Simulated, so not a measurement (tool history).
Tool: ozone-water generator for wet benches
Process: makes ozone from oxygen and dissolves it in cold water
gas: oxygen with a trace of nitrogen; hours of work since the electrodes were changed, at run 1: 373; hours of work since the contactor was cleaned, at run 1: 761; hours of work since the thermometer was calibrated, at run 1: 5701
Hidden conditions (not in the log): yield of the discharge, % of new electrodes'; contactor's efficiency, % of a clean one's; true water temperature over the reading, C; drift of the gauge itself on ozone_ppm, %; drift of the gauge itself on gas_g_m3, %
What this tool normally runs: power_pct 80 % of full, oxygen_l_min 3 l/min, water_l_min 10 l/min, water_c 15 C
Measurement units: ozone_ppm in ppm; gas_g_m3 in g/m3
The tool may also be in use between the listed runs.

| run | day | power_pct | oxygen_l_min | water_l_min | water_c | hours of work since the electrodes were changed | hours of work since the contactor was cleaned | hours of work since the thermometer was calibrated | ozone_ppm | gas_g_m3 |
|---|---|---|---|---|---|---|---|---|---|---|
| 1 | 0 | 80 | 3 | 10 | 15 | 373 | 761 | 5701 | 24.5 | 258 |
| 2 | 1.238 | 80 | 3 | 10 | 15 | 397 | 785 | 5725 | 24.4 | 258 |
| 3 | 3.35 | 80 | 3 | 10 | 15 | 439 | 827 | 5767 | 24.3 | 259.2 |
| 4 | 5.517 | 80 | 3 | 10 | 15 | 481 | 869 | 5810 | 24.1 | 259.8 |
| 5 | 7.717 | 80 | 3 | 10 | 15 | 525 | 913 | 5853 | 24.4 | 260.2 |
| 6 | 9.204 | 81 | 3 | 10 | 15 | 554 | 942 | 5882 | 24.5 | 261.3 |
| 7 | 10.817 | 80 | 3.7 | 10 | 15 | 586 | 974 | 5914 | 24.1 | 231.7 |
|  | 11.067 | water thermometer calibrated |
| 8 | 12.467 | 80 | 4.97 | 10 | 15 | 618 | 1006 | 28 | 24 | 199.6 |
| 9 | 14.708 | 80 | 3 | 10 | 15 | 662 | 1050 | 72 | 24.4 | 257.3 |
| 10 | 15.962 | 80 | 3 | 10 | 15 | 686 | 1074 | 96 | 24.5 | 256 |
| 11 | 17.883 | 95 | 3 | 10 | 15 | 724 | 1112 | 134 | 27.9 | 292.7 |
| 12 | 19.325 | 80 | 3 | 10 | 14 | 753 | 1141 | 162 | 24.8 | 256.2 |
| 13 | 20.679 | 80 | 3 | 10 | 15 | 779 | 1167 | 189 | 24.1 | 255.8 |
| 14 | 22.229 | 80 | 3 | 10 | 15 | 810 | 1198 | 220 | 24.4 | 256.3 |
| 15 | 23.25 | 80 | 4.67 | 10 | 15 | 830 | 1218 | 240 | 23.9 | 205.3 |
| 16 | 25.012 | 80 | 4.67 | 10 | 15 | 864 | 1253 | 274 | 23.9 | 204.8 |
| 17 | 26.279 | 84 | 4.67 | 10 | 15 | 889 | 1277 | 299 | 25 | 213.1 |
| 18 | 28.558 | 60 | 4.17 | 7 | 15 | 934 | 1322 | 344 | 24 | 172.4 |
| 19 | 30.083 | 49 | 2.67 | 12 | 18 | 964 | 1352 | 374 | 13.7 | 185.9 |
| 20 | 32.508 | 80 | 2.58 | 10 | 15 | 1012 | 1400 | 422 | 24.1 | 278.5 |
| 21 | 34.546 | 80 | 5.31 | 10 | 12 | 1052 | 1440 | 462 | 25.2 | 190.3 |
| 22 | 36.821 | 80 | 5.31 | 10 | 12 | 1097 | 1485 | 507 | 24.8 | 190.6 |
| 23 | 37.933 | 80 | 5.31 | 10 | 12 | 1119 | 1507 | 528 | 25 | 189.9 |
| 24 | 40 | 63 | 3 | 7 | 9 | 1159 | 1547 | 569 | 28.2 | 211 |
| 25 | 41.196 | 63 | 3 | 7 | 9 | 1183 | 1571 | 593 | 28.4 | 212.2 |
| 26 | 42.883 | 62 | 3 | 13 | 9 | 1216 | 1604 | 626 | 17.5 | 207.4 |
| 27 | 44.396 | 80 | 3 | 11 | 22 | 1246 | 1634 | 655 | 20.1 | 252.1 |
| 28 | 46.654 | 80 | 3 | 11 | 22 | 1290 | 1678 | 700 | 20.4 | 251.9 |
| 29 | 48.654 | 63 | 3.86 | 10 | 15 | 1329 | 1717 | 739 | 20.3 | 184.1 |
| 30 | 50.667 | 63 | 3.86 | 10 | 15 | 1369 | 1757 | 779 | 20.1 | 184.3 |
| 31 | 52.892 | 67 | 2.11 | 10 | 18 | 1413 | 1801 | 823 | 20 | 263.1 |
| 32 | 55.271 | 48 | 3 | 12 | 8 | 1460 | 1848 | 869 | 15.6 | 168.6 |
|  | 55.825 | gauge calibrated |
| 33 | 57.046 | 80 | 3.69 | 10 | 22 | 1495 | 1883 | 904 | 21.6 | 230.8 |

Below are 4 alternative next runs, each starting from the tool's condition after run 33. Predict each:
| A | 58.542 | 56 | 3.69 | 10 | 22 | 1524 | 1912 | 934 | ? | ? |
| B | 58.542 | 84 | 3.69 | 14 | 22 | 1524 | 1912 | 934 | ? | ? |
| C | 58.542 | 63 | 2.71 | 10 | 22 | 1524 | 1912 | 934 | ? | ? |
| D | 58.542 | 80 | 3.68 | 10 | 22 | 1524 | 1912 | 934 | ? | ? |

| run | ozone_ppm | gas_g_m3 |
|---|---|---|
| A | 16.3 | 176 |
| B | 17.7 | 242 |
| C | 18.1 | 226.6 |
| D | 21.6 | 234 |
Take away the tool's hidden state, keep each run's random variation, and the runs would have read:
| run | ozone_ppm | gas_g_m3 |
|---|---|---|
| A | 16.3 | 176.3 |
| B | 17.8 | 242.4 |
| C | 18.1 | 227 |
| D | 21.6 | 234.5 |

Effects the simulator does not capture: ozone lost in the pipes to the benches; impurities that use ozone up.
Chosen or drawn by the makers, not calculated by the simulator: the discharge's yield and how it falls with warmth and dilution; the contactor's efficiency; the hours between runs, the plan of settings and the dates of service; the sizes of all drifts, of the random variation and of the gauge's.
